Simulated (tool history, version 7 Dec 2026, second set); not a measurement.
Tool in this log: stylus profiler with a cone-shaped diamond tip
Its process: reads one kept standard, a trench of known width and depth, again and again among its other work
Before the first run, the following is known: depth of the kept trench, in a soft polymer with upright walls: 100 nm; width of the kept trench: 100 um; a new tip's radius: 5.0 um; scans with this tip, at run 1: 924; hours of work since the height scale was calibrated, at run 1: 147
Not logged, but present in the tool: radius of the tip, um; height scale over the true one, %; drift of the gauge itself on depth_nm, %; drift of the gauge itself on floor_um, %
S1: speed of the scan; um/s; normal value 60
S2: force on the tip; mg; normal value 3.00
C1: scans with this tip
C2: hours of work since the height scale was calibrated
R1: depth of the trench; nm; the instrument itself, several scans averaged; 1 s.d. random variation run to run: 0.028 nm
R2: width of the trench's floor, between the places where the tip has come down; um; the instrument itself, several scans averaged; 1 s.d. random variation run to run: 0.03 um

run 1 hour=0.0 | S1=60 S2=3.00 | C1=924 C2=147 | R1=100.81 R2=97.73
run 2 hour=20.6 | S1=60 S2=3.00 | C1=977 C2=155 | R1=100.84 R2=97.65
run 3 hour=34.4 | S1=60 S2=1.28 | C1=1013 C2=161 | R1=100.46 R2=97.55
run 4 hour=57.6 | S1=60 S2=1.28 | C1=1073 C2=170 | R1=100.46 R2=97.58
run 5 hour=70.1 | S1=60 S2=1.28 | C1=1106 C2=175 | R1=100.43 R2=97.64
run 6 hour=96.7 | S1=60 S2=1.28 | C1=1175 C2=186 | R1=100.45 R2=97.59
run 7 hour=109.8 | S1=60 S2=1.28 | C1=1209 C2=192 | R1=100.41 R2=97.62
run 8 hour=121.2 | S1=60 S2=5.90 | C1=1238 C2=196 | R1=101.33 R2=97.67
run 9 hour=147.6 | S1=88 S2=3.00 | C1=1307 C2=207 | R1=100.80 R2=97.63
run 10 hour=161.9 | S1=189 S2=3.00 | C1=1344 C2=213 | R1=100.91 R2=97.24
run 11 hour=175.7 | S1=60 S2=3.00 | C1=1380 C2=219 | R1=100.80 R2=97.65
run 12 hour=194.7 | S1=60 S2=3.00 | C1=1429 C2=227 | R1=100.82 R2=97.64
run 13 hour=218.2 | S1=60 S2=3.00 | C1=1490 C2=236 | R1=100.92 R2=97.62
run 14 hour=244.6 | S1=60 S2=3.00 | C1=1559 C2=247 | R1=100.85 R2=97.64
run 15 hour=264.8 | S1=60 S2=3.00 | C1=1611 C2=256 | R1=100.80 R2=97.59
run 16 hour=291.8 | S1=21 S2=3.00 | C1=1681 C2=267 | R1=100.80 R2=97.76
run 17 hour=314.3 | S1=60 S2=3.00 | C1=1740 C2=276 | R1=100.84 R2=97.58
run 18 hour=339.6 | S1=60 S2=3.00 | C1=1805 C2=286 | R1=100.83 R2=97.54
run 19 hour=365.8 | S1=26 S2=3.00 | C1=1873 C2=297 | R1=100.86 R2=97.74
run 20 hour=388.7 | S1=26 S2=3.00 | C1=1933 C2=307 | R1=100.82 R2=97.67
run 21 hour=404.8 | S1=26 S2=3.00 | C1=1974 C2=313 | R1=100.85 R2=97.65
run 22 hour=418.3 | S1=42 S2=1.30 | C1=2009 C2=319 | R1=100.49 R2=97.56
run 23 hour=442.4 | S1=42 S2=1.30 | C1=2072 C2=329 | R1=100.45 R2=97.59
run 24 hour=464.4 | S1=23 S2=1.19 | C1=2129 C2=338 | R1=100.44 R2=97.59
run 25 hour=475.8 | S1=27 S2=2.46 | C1=2159 C2=342 | R1=100.76 R2=97.66
run 26 hour=490.8 | S1=27 S2=6.69 | C1=2197 C2=349 | R1=101.40 R2=97.68
run 27 hour=512.6 | S1=23 S2=8.89 | C1=2254 C2=358 | R1=101.68 R2=97.70
run 28 hour=528.6 | S1=96 S2=4.66 | C1=2296 C2=364 | R1=101.14 R2=97.51
run 29 hour=546.6 | S1=214 S2=2.76 | C1=2342 C2=372 | R1=100.79 R2=97.02
run 30 hour=567.2 | S1=43 S2=6.38 | C1=2396 C2=380 | R1=101.42 R2=97.66
run 31 hour=594.7 | S1=18 S2=4.84 | C1=2467 C2=391 | R1=101.14 R2=97.62
run 32 hour=617.1 | S1=68 S2=2.63 | C1=2525 C2=401 | R1=100.81 R2=97.50
run 33 hour=637.1 | S1=78 S2=1.31 | C1=2577 C2=409 | R1=100.50 R2=97.30
run 34 hour=654.5 | S1=78 S2=1.31 | C1=2622 C2=416 | R1=100.53 R2=97.35
run 35 hour=671.4 | S1=78 S2=1.31 | C1=2666 C2=423 | R1=100.54 R2=97.32
run 36 hour=687.5 | S1=161 S2=6.28 | C1=2708 C2=430 | R1=101.32 R2=97.39
run 37 hour=706.1 | S1=60 S2=8.05 | C1=2756 C2=437 | R1=101.61 R2=97.57
run 38 hour=732.7 | S1=60 S2=8.05 | C1=2825 C2=448 | R1=101.63 R2=97.58
run 39 hour=747.4 | S1=230 S2=2.82 | C1=2863 C2=454 | R1=100.83 R2=96.95
run 40 hour=759.8 | S1=230 S2=2.82 | C1=2896 C2=459 | R1=100.82 R2=96.97
run 41 hour=785.5 | S1=230 S2=2.82 | C1=2962 C2=470 | R1=100.81 R2=96.90

Measured result minus the same run's result without the hidden state. Both carry the same run-to-run variation, though not necessarily the same gauge scatter:
run=1 R1=-0.01 R2=-0.13
run=2 R1=+0.00 R2=-0.14
run=3 R1=+0.00 R2=-0.14
run=4 R1=+0.00 R2=-0.15
run=5 R1=+0.00 R2=-0.15
run=6 R1=+0.00 R2=-0.16
run=7 R1=+0.01 R2=-0.17
run=8 R1=+0.00 R2=-0.17
run=9 R1=+0.00 R2=-0.18
run=10 R1=+0.01 R2=-0.18
run=11 R1=+0.00 R2=-0.18
run=12 R1=+0.01 R2=-0.19
run=13 R1=+0.01 R2=-0.20
run=14 R1=+0.02 R2=-0.21
run=15 R1=+0.01 R2=-0.22
run=16 R1=+0.02 R2=-0.22
run=17 R1=+0.02 R2=-0.23
run=18 R1=+0.02 R2=-0.24
run=19 R1=+0.02 R2=-0.24
run=20 R1=+0.02 R2=-0.26
run=21 R1=+0.02 R2=-0.26
run=22 R1=+0.03 R2=-0.26
run=23 R1=+0.03 R2=-0.27
run=24 R1=+0.03 R2=-0.28
run=25 R1=+0.03 R2=-0.28
run=26 R1=+0.03 R2=-0.28
run=27 R1=+0.03 R2=-0.29
run=28 R1=+0.03 R2=-0.30
run=29 R1=+0.03 R2=-0.30
run=30 R1=+0.03 R2=-0.31
run=31 R1=+0.03 R2=-0.32
run=32 R1=+0.04 R2=-0.33
run=33 R1=+0.04 R2=-0.33
run=34 R1=+0.04 R2=-0.34
run=35 R1=+0.04 R2=-0.34
run=36 R1=+0.04 R2=-0.34
run=37 R1=+0.04 R2=-0.35
run=38 R1=+0.04 R2=-0.36
run=39 R1=+0.04 R2=-0.36
run=40 R1=+0.05 R2=-0.37
run=41 R1=+0.04 R2=-0.37
